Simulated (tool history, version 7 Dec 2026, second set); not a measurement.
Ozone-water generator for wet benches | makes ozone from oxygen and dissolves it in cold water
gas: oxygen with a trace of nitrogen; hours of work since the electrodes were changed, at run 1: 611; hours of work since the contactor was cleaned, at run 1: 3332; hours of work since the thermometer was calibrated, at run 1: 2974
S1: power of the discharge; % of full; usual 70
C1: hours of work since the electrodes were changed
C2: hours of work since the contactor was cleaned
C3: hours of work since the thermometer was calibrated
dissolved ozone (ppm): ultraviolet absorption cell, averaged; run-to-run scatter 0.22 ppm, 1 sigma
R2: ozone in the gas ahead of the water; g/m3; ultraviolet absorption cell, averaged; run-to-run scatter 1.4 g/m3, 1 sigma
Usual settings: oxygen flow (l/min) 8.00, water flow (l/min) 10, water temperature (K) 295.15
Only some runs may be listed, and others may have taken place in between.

{"run": 1, "hour": 0.0, "S1": 70, "oxygen flow (l/min)": 8.0, "water flow (l/min)": 10, "water temperature (K)": 295.15, "C1": 611, "C2": 3332, "C3": 2974, "dissolved ozone (ppm)": 31.4, "R2": 265.0}
{"run": 2, "hour": 29.4, "S1": 49, "oxygen flow (l/min)": 8.0, "water flow (l/min)": 10, "water temperature (K)": 295.15, "C1": 630, "C2": 3351, "C3": 2993, "dissolved ozone (ppm)": 25.9, "R2": 217.7}
{"run": 3, "hour": 62.2, "S1": 70, "oxygen flow (l/min)": 8.0, "water flow (l/min)": 10, "water temperature (K)": 288.15, "C1": 650, "C2": 3372, "C3": 3013, "dissolved ozone (ppm)": 36.7, "R2": 266.1}
{"run": 4, "hour": 93.7, "S1": 60, "oxygen flow (l/min)": 8.0, "water flow (l/min)": 10, "water temperature (K)": 295.15, "C1": 670, "C2": 3391, "C3": 3033, "dissolved ozone (ppm)": 28.3, "R2": 245.0}
{"run": 5, "hour": 110.5, "S1": 60, "oxygen flow (l/min)": 8.0, "water flow (l/min)": 10, "water temperature (K)": 295.15, "C1": 680, "C2": 3402, "C3": 3044, "dissolved ozone (ppm)": 28.5, "R2": 240.6}
{"run": 6, "hour": 133.5, "S1": 60, "oxygen flow (l/min)": 8.0, "water flow (l/min)": 10, "water temperature (K)": 295.15, "C1": 695, "C2": 3416, "C3": 3058, "dissolved ozone (ppm)": 28.3, "R2": 245.7}
{"run": 7, "hour": 152.1, "S1": 70, "oxygen flow (l/min)": 9.16, "water flow (l/min)": 10, "water temperature (K)": 295.15, "C1": 707, "C2": 3428, "C3": 3070, "dissolved ozone (ppm)": 29.9, "R2": 247.3}
{"hour": 159.3, "done": "contactor cleaned"}
{"run": 8, "hour": 174.9, "S1": 52, "oxygen flow (l/min)": 8.0, "water flow (l/min)": 10, "water temperature (K)": 295.15, "C1": 718, "C2": 10, "C3": 3082, "dissolved ozone (ppm)": 26.3, "R2": 225.3}
{"run": 9, "hour": 198.7, "S1": 52, "oxygen flow (l/min)": 8.0, "water flow (l/min)": 10, "water temperature (K)": 295.15, "C1": 733, "C2": 25, "C3": 3096, "dissolved ozone (ppm)": 25.8, "R2": 224.2}
{"run": 10, "hour": 232.6, "S1": 52, "oxygen flow (l/min)": 8.0, "water flow (l/min)": 10, "water temperature (K)": 295.15, "C1": 754, "C2": 46, "C3": 3118, "dissolved ozone (ppm)": 26.1, "R2": 224.7}
{"run": 11, "hour": 253.1, "S1": 52, "oxygen flow (l/min)": 8.0, "water flow (l/min)": 10, "water temperature (K)": 295.15, "C1": 767, "C2": 59, "C3": 3131, "dissolved ozone (ppm)": 26.0, "R2": 225.3}
{"run": 12, "hour": 277.0, "S1": 59, "oxygen flow (l/min)": 8.07, "water flow (l/min)": 11, "water temperature (K)": 297.15, "C1": 782, "C2": 74, "C3": 3146, "dissolved ozone (ppm)": 24.9, "R2": 240.2}
{"run": 13, "hour": 313.7, "S1": 59, "oxygen flow (l/min)": 8.07, "water flow (l/min)": 11, "water temperature (K)": 297.15, "C1": 805, "C2": 97, "C3": 3169, "dissolved ozone (ppm)": 24.7, "R2": 240.5}
{"run": 14, "hour": 333.1, "S1": 63, "oxygen flow (l/min)": 8.07, "water flow (l/min)": 10, "water temperature (K)": 297.15, "C1": 817, "C2": 109, "C3": 3181, "dissolved ozone (ppm)": 27.2, "R2": 249.2}
{"hour": 367.0, "done": "contactor cleaned, once more"}
{"run": 15, "hour": 375.0, "S1": 79, "oxygen flow (l/min)": 7.06, "water flow (l/min)": 10, "water temperature (K)": 295.15, "C1": 841, "C2": 5, "C3": 3205, "dissolved ozone (ppm)": 35.4, "R2": 304.1}
{"run": 16, "hour": 400.5, "S1": 79, "oxygen flow (l/min)": 7.06, "water flow (l/min)": 10, "water temperature (K)": 295.15, "C1": 857, "C2": 21, "C3": 3221, "dissolved ozone (ppm)": 35.1, "R2": 302.0}
{"run": 17, "hour": 436.1, "S1": 56, "oxygen flow (l/min)": 8.0, "water flow (l/min)": 8, "water temperature (K)": 288.15, "C1": 880, "C2": 43, "C3": 3243, "dissolved ozone (ppm)": 37.7, "R2": 234.0}
{"run": 18, "hour": 475.2, "S1": 56, "oxygen flow (l/min)": 8.0, "water flow (l/min)": 8, "water temperature (K)": 288.15, "C1": 904, "C2": 68, "C3": 3267, "dissolved ozone (ppm)": 37.5, "R2": 231.6}
{"run": 19, "hour": 511.9, "S1": 56, "oxygen flow (l/min)": 8.0, "water flow (l/min)": 8, "water temperature (K)": 302.15, "C1": 927, "C2": 91, "C3": 3290, "dissolved ozone (ppm)": 27.2, "R2": 237.1}
{"run": 20, "hour": 547.1, "S1": 85, "oxygen flow (l/min)": 8.0, "water flow (l/min)": 10, "water temperature (K)": 302.15, "C1": 949, "C2": 113, "C3": 3312, "dissolved ozone (ppm)": 29.7, "R2": 291.9}
{"run": 21, "hour": 576.5, "S1": 70, "oxygen flow (l/min)": 4.67, "water flow (l/min)": 6, "water temperature (K)": 295.15, "C1": 968, "C2": 131, "C3": 3331, "dissolved ozone (ppm)": 51.0, "R2": 353.9}
{"run": 22, "hour": 597.8, "S1": 70, "oxygen flow (l/min)": 8.0, "water flow (l/min)": 14, "water temperature (K)": 296.15, "C1": 981, "C2": 145, "C3": 3344, "dissolved ozone (ppm)": 24.9, "R2": 263.2}

Each row is a separate what-if for the run after 22, all from the same tool condition, not one after another. Results?
{"run": "A", "hour": 634.6, "S1": 70, "oxygen flow (l/min)": 8.0, "water flow (l/min)": 12, "water temperature (K)": 296.15, "C1": 1004, "C2": 168, "C3": 3367, "dissolved ozone (ppm)": "?", "R2": "?"}
{"run": "B", "hour": 634.6, "S1": 70, "oxygen flow (l/min)": 7.02, "water flow (l/min)": 11, "water temperature (K)": 295.15, "C1": 1004, "C2": 168, "C3": 3367, "dissolved ozone (ppm)": "?", "R2": "?"}
{"run": "C", "hour": 634.6, "S1": 70, "oxygen flow (l/min)": 9.54, "water flow (l/min)": 8, "water temperature (K)": 296.15, "C1": 1004, "C2": 168, "C3": 3367, "dissolved ozone (ppm)": "?", "R2": "?"}
{"run": "D", "hour": 634.6, "S1": 52, "oxygen flow (l/min)": 8.0, "water flow (l/min)": 10, "water temperature (K)": 295.15, "C1": 1004, "C2": 168, "C3": 3367, "dissolved ozone (ppm)": "?", "R2": "?"}

run=A dissolved_ozone_(ppm)=27.6 R2=261.5
run=B dissolved_ozone_(ppm)=31.2 R2=284.1
run=C dissolved_ozone_(ppm)=33.2 R2=240.1
run=D dissolved_ozone_(ppm)=26.8 R2=224.8
Take away the tool's hidden state, keep each run's random variation, and the runs would have read:
run=A dissolved_ozone_(ppm)=28.4 R2=264.3
run=B dissolved_ozone_(ppm)=32.0 R2=287.2
run=C dissolved_ozone_(ppm)=34.1 R2=242.7
run=D dissolved_ozone_(ppm)=27.5 R2=226.9
